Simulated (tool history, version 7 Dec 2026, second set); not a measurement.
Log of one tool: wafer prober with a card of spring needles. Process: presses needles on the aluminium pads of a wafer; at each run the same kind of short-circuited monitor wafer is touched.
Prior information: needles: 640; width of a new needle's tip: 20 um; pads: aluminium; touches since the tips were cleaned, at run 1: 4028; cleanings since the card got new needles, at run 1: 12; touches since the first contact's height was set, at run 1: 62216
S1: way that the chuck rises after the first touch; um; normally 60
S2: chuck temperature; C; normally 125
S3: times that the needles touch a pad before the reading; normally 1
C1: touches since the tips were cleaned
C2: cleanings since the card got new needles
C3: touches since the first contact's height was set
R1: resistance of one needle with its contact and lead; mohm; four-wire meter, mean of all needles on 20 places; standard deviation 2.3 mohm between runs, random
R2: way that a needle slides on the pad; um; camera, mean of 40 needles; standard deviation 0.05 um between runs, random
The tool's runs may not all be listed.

Run 1, hour 0: usual settings; C1 4028; C2 12; C3 62216. Result: R1 261 mohm, R2 15.43 um.
At hour 3.1: tips cleaned on abrasive film.
Run 2, hour 3.9: usual settings; C1 232; C2 13; C3 63318. Result: R1 258 mohm, R2 15.4 um.
Run 3, hour 8.8: usual settings; C1 1662; C2 13; C3 64748. Result: R1 255 mohm, R2 15.42 um.
Run 4, hour 16.9: usual settings but S3 2; C1 3997; C2 13; C3 67083. Result: R1 254 mohm, R2 15.32 um.
At hour 20.1: tips cleaned on abrasive film.
Run 5, hour 24.3: usual settings but S3 2; C1 1214; C2 14; C3 69207. Result: R1 258 mohm, R2 15.29 um.
Run 6, hour 30.8: usual settings but S3 2; C1 3086; C2 14; C3 71079. Result: R1 258 mohm, R2 15.21 um.
Run 7, hour 36.3: usual settings but S2 48 C; C1 4691; C2 14; C3 72684. Result: R1 241 mohm, R2 15.2 um.
At hour 37.1: tips cleaned on abrasive film.
Run 8, hour 45.3: usual settings but S2 48 C; C1 2380; C2 15; C3 75263. Result: R1 235 mohm, R2 15.17 um.
Run 9, hour 51.9: usual settings but S1 45 um; C1 4295; C2 15; C3 77178. Result: R1 262 mohm, R2 11.38 um.
At hour 54.3: tips cleaned on abrasive film.
Run 10, hour 61.3: usual settings but S1 45 um, S2 115 C; C1 2018; C2 16; C3 79859. Result: R1 262 mohm, R2 11.32 um.
Run 11, hour 69.1: usual settings but S1 45 um, S2 115 C; C1 4287; C2 16; C3 82128. Result: R1 259 mohm, R2 11.35 um.
At hour 71.1: tips cleaned on abrasive film.
Run 12, hour 73.6: usual settings but S1 64 um, S2 33 C; C1 701; C2 17; C3 83397. Result: R1 237 mohm, R2 16.04 um.
Run 13, hour 81.5: usual settings but S2 50 C; C1 3010; C2 17; C3 85706. Result: R1 241 mohm, R2 14.97 um.
At hour 84.8: gauge calibrated.
Run 14, hour 85.3: usual settings but S2 50 C; C1 4106; C2 17; C3 86802. Result: R1 234 mohm, R2 15.37 um.
At hour 88.5: tips cleaned on abrasive film.
Run 15, hour 91.8: usual settings but S2 50 C; C1 982; C2 18; C3 88670. Result: R1 240 mohm, R2 15.28 um.
Run 16, hour 97.8: usual settings but S1 42 um, S2 41 C, S3 2; C1 2711; C2 18; C3 90399. Result: R1 241 mohm, R2 10.71 um.
Run 17, hour 101.8: usual settings but S1 68 um, S2 90 C; C1 3856; C2 18; C3 91544. Result: R1 246 mohm, R2 17.38 um.
At hour 105.4: tips cleaned on abrasive film.
Run 18, hour 106.7: usual settings but S1 68 um, S2 90 C; C1 378; C2 19; C3 92952. Result: R1 250 mohm, R2 17.27 um.
Run 19, hour 115.6: usual settings but S1 77 um, S2 61 C; C1 2964; C2 19; C3 95538. Result: R1 237 mohm, R2 19.54 um.
At hour 122.5: tips cleaned on abrasive film.
Run 20, hour 124.4: usual settings but S2 28 C; C1 538; C2 20; C3 98046. Result: R1 234 mohm, R2 15.13 um.
Run 21, hour 131.5: usual settings but S2 28 C; C1 2595; C2 20; C3 100103. Result: R1 234 mohm, R2 15.11 um.

Forecast each of these 4 alternatives for the next run:
Run A, hour 136.8: usual settings; C1 4148; C2 20; C3 101656. Result: R1 ?, R2 ?.
Run B, hour 136.8: usual settings but S1 65 um, S2 28 C, S3 2; C1 4148; C2 20; C3 101656. Result: R1 ?, R2 ?.
Run C, hour 136.8: usual settings but S1 49 um, S2 52 C; C1 4148; C2 20; C3 101656. Result: R1 ?, R2 ?.
Run D, hour 136.8: usual settings but S1 57 um; C1 4148; C2 20; C3 101656. Result: R1 ?, R2 ?.

run   R1     R2
  A  259  15.15
  B  232  16.43
  C  245  12.36
  D  257  14.39
Had the tool no hidden state, the same runs would have come out as:
run   R1     R2
  A  258  15.39
  B  231  16.68
  C  245  12.55
  D  257  14.62

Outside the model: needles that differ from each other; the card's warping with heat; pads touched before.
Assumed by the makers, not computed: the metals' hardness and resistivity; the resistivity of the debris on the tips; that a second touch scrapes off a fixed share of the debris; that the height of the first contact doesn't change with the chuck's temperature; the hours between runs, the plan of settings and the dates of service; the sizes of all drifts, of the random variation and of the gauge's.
